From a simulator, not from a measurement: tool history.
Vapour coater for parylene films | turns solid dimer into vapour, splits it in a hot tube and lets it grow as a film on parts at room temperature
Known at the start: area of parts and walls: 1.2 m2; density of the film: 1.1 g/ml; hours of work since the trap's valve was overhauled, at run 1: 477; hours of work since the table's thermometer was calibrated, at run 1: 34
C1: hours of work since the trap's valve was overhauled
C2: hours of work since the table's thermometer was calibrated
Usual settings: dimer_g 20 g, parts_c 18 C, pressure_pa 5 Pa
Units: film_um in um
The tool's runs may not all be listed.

{"run": 1, "hour": 0.0, "dimer_g": 20, "parts_c": 18, "pressure_pa": 5, "C1": 477, "C2": 34, "film_um": 9.32}
{"run": 2, "hour": 8.0, "dimer_g": 20, "parts_c": 18, "pressure_pa": 5, "C1": 483, "C2": 40, "film_um": 9.4}
{"run": 3, "hour": 14.9, "dimer_g": 20, "parts_c": 18, "pressure_pa": 5, "C1": 489, "C2": 46, "film_um": 9.11}
{"run": 4, "hour": 24.4, "dimer_g": 20, "parts_c": 18, "pressure_pa": 5, "C1": 496, "C2": 53, "film_um": 9.31}
{"run": 5, "hour": 41.4, "dimer_g": 20, "parts_c": 18, "pressure_pa": 7.22, "C1": 509, "C2": 66, "film_um": 9.02}
{"run": 6, "hour": 53.7, "dimer_g": 20, "parts_c": 25, "pressure_pa": 5, "C1": 519, "C2": 76, "film_um": 7.67}
{"run": 7, "hour": 69.6, "dimer_g": 20, "parts_c": 18, "pressure_pa": 5, "C1": 531, "C2": 88, "film_um": 9.33}
{"run": 8, "hour": 76.5, "dimer_g": 11, "parts_c": 18, "pressure_pa": 5, "C1": 537, "C2": 94, "film_um": 5.05}
{"hour": 83.6, "done": "trap's valve overhauled"}
{"run": 9, "hour": 95.7, "dimer_g": 11, "parts_c": 18, "pressure_pa": 5, "C1": 9, "C2": 105, "film_um": 4.83}
{"hour": 113.3, "done": "trap's valve overhauled, once more"}
{"run": 10, "hour": 114.4, "dimer_g": 11, "parts_c": 18, "pressure_pa": 5, "C1": 1, "C2": 117, "film_um": 5.51}
{"run": 11, "hour": 124.0, "dimer_g": 11, "parts_c": 18, "pressure_pa": 5, "C1": 8, "C2": 124, "film_um": 5.54}
{"run": 12, "hour": 131.5, "dimer_g": 11, "parts_c": 18, "pressure_pa": 5, "C1": 14, "C2": 130, "film_um": 5.52}
{"run": 13, "hour": 143.2, "dimer_g": 11, "parts_c": 18, "pressure_pa": 5, "C1": 23, "C2": 139, "film_um": 5.59}
{"run": 14, "hour": 153.5, "dimer_g": 11, "parts_c": 18, "pressure_pa": 5, "C1": 31, "C2": 147, "film_um": 5.59}
{"run": 15, "hour": 168.8, "dimer_g": 35, "parts_c": 18, "pressure_pa": 5, "C1": 43, "C2": 159, "film_um": 17.91}
{"run": 16, "hour": 176.4, "dimer_g": 35, "parts_c": 18, "pressure_pa": 5, "C1": 49, "C2": 165, "film_um": 17.67}
{"run": 17, "hour": 187.8, "dimer_g": 35, "parts_c": 18, "pressure_pa": 5, "C1": 58, "C2": 174, "film_um": 17.64}
{"run": 18, "hour": 199.4, "dimer_g": 35, "parts_c": 18, "pressure_pa": 5, "C1": 67, "C2": 183, "film_um": 17.48}
{"run": 19, "hour": 211.5, "dimer_g": 20, "parts_c": 18, "pressure_pa": 5, "C1": 76, "C2": 192, "film_um": 10.03}
{"run": 20, "hour": 221.2, "dimer_g": 20, "parts_c": 18, "pressure_pa": 5, "C1": 84, "C2": 200, "film_um": 9.87}
{"run": 21, "hour": 236.9, "dimer_g": 20, "parts_c": 18, "pressure_pa": 3, "C1": 96, "C2": 212, "film_um": 10.45}
{"run": 22, "hour": 247.4, "dimer_g": 15, "parts_c": 18, "pressure_pa": 3, "C1": 104, "C2": 220, "film_um": 7.87}
{"run": 23, "hour": 262.2, "dimer_g": 15, "parts_c": 18, "pressure_pa": 3, "C1": 115, "C2": 231, "film_um": 7.78}
{"run": 24, "hour": 278.4, "dimer_g": 25, "parts_c": 19, "pressure_pa": 2.2, "C1": 128, "C2": 244, "film_um": 13.04}
{"run": 25, "hour": 292.1, "dimer_g": 25, "parts_c": 19, "pressure_pa": 2.2, "C1": 139, "C2": 255, "film_um": 13.16}
{"run": 26, "hour": 309.3, "dimer_g": 21, "parts_c": 17, "pressure_pa": 7.98, "C1": 152, "C2": 268, "film_um": 10.27}
{"run": 27, "hour": 326.0, "dimer_g": 21, "parts_c": 17, "pressure_pa": 7.98, "C1": 165, "C2": 281, "film_um": 10.34}
{"run": 28, "hour": 333.0, "dimer_g": 29, "parts_c": 22, "pressure_pa": 2.12, "C1": 170, "C2": 286, "film_um": 14.2}
{"run": 29, "hour": 346.2, "dimer_g": 16, "parts_c": 16, "pressure_pa": 2.32, "C1": 181, "C2": 297, "film_um": 8.77}
{"run": 30, "hour": 355.6, "dimer_g": 20, "parts_c": 18, "pressure_pa": 2.93, "C1": 188, "C2": 304, "film_um": 10.33}
{"run": 31, "hour": 362.6, "dimer_g": 12, "parts_c": 16, "pressure_pa": 7.21, "C1": 193, "C2": 309, "film_um": 6.01}
{"run": 32, "hour": 373.8, "dimer_g": 12, "parts_c": 22, "pressure_pa": 2.68, "C1": 202, "C2": 318, "film_um": 5.74}
{"run": 33, "hour": 390.6, "dimer_g": 12, "parts_c": 12, "pressure_pa": 6.88, "C1": 215, "C2": 331, "film_um": 6.71}
{"run": 34, "hour": 405.7, "dimer_g": 12, "parts_c": 12, "pressure_pa": 6.88, "C1": 227, "C2": 343, "film_um": 6.63}
{"run": 35, "hour": 415.6, "dimer_g": 20, "parts_c": 14, "pressure_pa": 2.86, "C1": 234, "C2": 350, "film_um": 11.3}
{"run": 36, "hour": 423.3, "dimer_g": 19, "parts_c": 18, "pressure_pa": 3.59, "C1": 240, "C2": 356, "film_um": 9.54}
{"run": 37, "hour": 438.7, "dimer_g": 21, "parts_c": 24, "pressure_pa": 2.21, "C1": 252, "C2": 368, "film_um": 9.47}
{"run": 38, "hour": 447.6, "dimer_g": 21, "parts_c": 24, "pressure_pa": 2.21, "C1": 259, "C2": 375, "film_um": 9.49}
{"run": 39, "hour": 464.4, "dimer_g": 16, "parts_c": 21, "pressure_pa": 7.03, "C1": 272, "C2": 388, "film_um": 7.12}
{"run": 40, "hour": 480.0, "dimer_g": 18, "parts_c": 12, "pressure_pa": 7.12, "C1": 284, "C2": 400, "film_um": 9.84}
{"run": 41, "hour": 490.2, "dimer_g": 16, "parts_c": 20, "pressure_pa": 7.12, "C1": 292, "C2": 408, "film_um": 7.19}
{"run": 42, "hour": 506.8, "dimer_g": 18, "parts_c": 11, "pressure_pa": 6.12, "C1": 305, "C2": 421, "film_um": 9.93}
{"run": 43, "hour": 518.5, "dimer_g": 18, "parts_c": 11, "pressure_pa": 6.12, "C1": 314, "C2": 430, "film_um": 10.05}
{"run": 44, "hour": 532.4, "dimer_g": 27, "parts_c": 18, "pressure_pa": 2.6, "C1": 325, "C2": 441, "film_um": 13.7}
{"run": 45, "hour": 541.8, "dimer_g": 13, "parts_c": 18, "pressure_pa": 2.6, "C1": 332, "C2": 448, "film_um": 6.59}
{"run": 46, "hour": 554.5, "dimer_g": 15, "parts_c": 16, "pressure_pa": 6.72, "C1": 342, "C2": 458, "film_um": 7.35}

3 ways to go on from here, each from the tool as it stands after run 46. What would each give?
{"run": "A", "hour": 567.0, "dimer_g": 15, "parts_c": 16, "pressure_pa": 10.96, "C1": 352, "C2": 468, "film_um": "?"}
{"run": "B", "hour": 567.0, "dimer_g": 15, "parts_c": 21, "pressure_pa": 6.65, "C1": 352, "C2": 468, "film_um": "?"}
{"run": "C", "hour": 567.0, "dimer_g": 15, "parts_c": 16, "pressure_pa": 9.9, "C1": 352, "C2": 468, "film_um": "?"}

run=A film_um=7.07
run=B film_um=6.5
run=C film_um=7.13
Without the tool's hidden state the same runs would have given:
run=A film_um=7.57
run=B film_um=6.96
run=C film_um=7.63

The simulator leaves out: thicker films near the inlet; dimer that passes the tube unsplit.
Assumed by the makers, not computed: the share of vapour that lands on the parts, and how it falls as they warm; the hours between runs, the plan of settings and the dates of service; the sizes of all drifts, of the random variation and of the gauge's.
